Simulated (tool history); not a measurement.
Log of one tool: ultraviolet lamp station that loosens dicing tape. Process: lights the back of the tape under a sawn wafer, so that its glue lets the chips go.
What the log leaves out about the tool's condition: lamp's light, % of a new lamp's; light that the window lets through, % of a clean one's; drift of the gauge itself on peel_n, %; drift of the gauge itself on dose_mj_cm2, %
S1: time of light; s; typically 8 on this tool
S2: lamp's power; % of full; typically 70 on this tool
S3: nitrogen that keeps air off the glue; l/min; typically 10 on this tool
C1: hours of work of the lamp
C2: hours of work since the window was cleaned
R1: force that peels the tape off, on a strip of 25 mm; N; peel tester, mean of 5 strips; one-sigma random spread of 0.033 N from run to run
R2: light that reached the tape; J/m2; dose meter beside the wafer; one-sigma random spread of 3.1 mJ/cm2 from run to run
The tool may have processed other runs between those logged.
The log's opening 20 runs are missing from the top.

Run 21, hour 782.9: usual settings; C1 501; C2 77. Result: R1 2.484 N, R2 3740 J/m2.
Run 22, hour 821.7: usual settings; C1 519; C2 95. Result: R1 2.427 N, R2 3620 J/m2.
Run 23, hour 867.1: usual settings but S2 84 % of full; C1 539; C2 115. Result: R1 1.974 N, R2 4330 J/m2.
Run 24, hour 900.1: usual settings but S2 75 % of full, S3 9 l/min; C1 554; C2 130. Result: R1 2.626 N, R2 3850 J/m2.
Run 25, hour 952.6: usual settings but S1 16 s, S2 95 % of full, S3 15 l/min; C1 578; C2 154. Result: R1 0.322 N, R2 9570 J/m2.
Run 26, hour 1009.1: usual settings but S1 16 s, S2 95 % of full, S3 15 l/min; C1 604; C2 179. Result: R1 0.321 N, R2 9310 J/m2.
Run 27, hour 1044.1: usual settings but S1 16 s, S2 95 % of full, S3 15 l/min; C1 619; C2 195. Result: R1 0.349 N, R2 9200 J/m2.
Run 28, hour 1074.8: usual settings but S1 16 s, S2 74 % of full; C1 633; C2 209. Result: R1 0.747 N, R2 7090 J/m2.
Run 29, hour 1100.2: usual settings but S1 14 s, S2 79 % of full, S3 4 l/min; C1 645; C2 220. Result: R1 1.871 N, R2 6550 J/m2.
Run 30, hour 1158.6: usual settings but S1 14 s, S2 79 % of full, S3 4 l/min; C1 671; C2 247. Result: R1 1.952 N, R2 6400 J/m2.
Run 31, hour 1187.1: usual settings but S1 7 s, S2 79 % of full, S3 4 l/min; C1 684; C2 260. Result: R1 4.585 N, R2 3220 J/m2.
Run 32, hour 1216.2: usual settings but S1 7 s, S2 79 % of full, S3 4 l/min; C1 697; C2 273. Result: R1 4.625 N, R2 3160 J/m2.
Run 33, hour 1249.3: usual settings but S1 13 s, S3 4 l/min; C1 712; C2 288. Result: R1 2.694 N, R2 5090 J/m2.
Run 34, hour 1295.0: usual settings but S1 13 s, S3 4 l/min; C1 733; C2 308. Result: R1 2.869 N, R2 4940 J/m2.
Run 35, hour 1338.3: usual settings but S1 13 s, S3 8 l/min; C1 752; C2 328. Result: R1 1.800 N, R2 4930 J/m2.
Run 36, hour 1378.3: usual settings but S1 9 s, S2 97 % of full, S3 3 l/min; C1 770; C2 346. Result: R1 3.510 N, R2 4620 J/m2.
At hour 1383.9: lamp changed.
Run 37, hour 1406.7: usual settings but S1 15 s, S2 97 % of full, S3 3 l/min; C1 10; C2 358. Result: R1 0.868 N, R2 10960 J/m2.
Run 38, hour 1453.5: usual settings but S1 5 s, S2 98 % of full, S3 5 l/min; C1 31; C2 379. Result: R1 3.663 N, R2 3590 J/m2.
Run 39, hour 1510.5: usual settings but S1 14 s; C1 57; C2 405. Result: R1 0.727 N, R2 7100 J/m2.
Run 40, hour 1561.7: usual settings but S1 14 s; C1 80; C2 428. Result: R1 0.770 N, R2 7010 J/m2.
Run 41, hour 1603.3: usual settings but S1 14 s, S2 65 % of full; C1 99; C2 447. Result: R1 0.935 N, R2 6460 J/m2.
Run 42, hour 1644.8: usual settings but S1 16 s, S2 91 % of full, S3 16 l/min; C1 118; C2 466. Result: R1 0.298 N, R2 10190 J/m2.
Run 43, hour 1675.4: usual settings but S1 16 s, S2 91 % of full, S3 16 l/min; C1 132; C2 479. Result: R1 0.304 N, R2 10000 J/m2.

4 options for the next run, each taken on its own from the tool as it stands now. Forecast them:
At hour 1688.8: window cleaned of glue's vapour.
Run A, hour 1707.8: usual settings but S1 6 s, S2 76 % of full; C1 146; C2 9. Result: R1 ?, R2 ?.
At hour 1688.8: window cleaned of glue's vapour.
Run B, hour 1707.8: usual settings but S1 15 s, S2 75 % of full, S3 4 l/min; C1 146; C2 9. Result: R1 ?, R2 ?.
At hour 1688.8: window cleaned of glue's vapour.
Run C, hour 1707.8: usual settings but S1 5 s, S2 66 % of full, S3 4 l/min; C1 146; C2 9. Result: R1 ?, R2 ?.
At hour 1688.8: window cleaned of glue's vapour.
Run D, hour 1707.8: usual settings but S1 15 s, S2 61 % of full, S3 6 l/min; C1 146; C2 9. Result: R1 ?, R2 ?.

run     R1    R2
  A  2.516  3650
  B  1.018  8960
  C  5.277  2580
  D  1.111  7300
Without the tool's hidden state the same runs would have given:
run     R1    R2
  A  2.281  3910
  B  0.886  9580
  C  5.015  2770
  D  0.969  7800
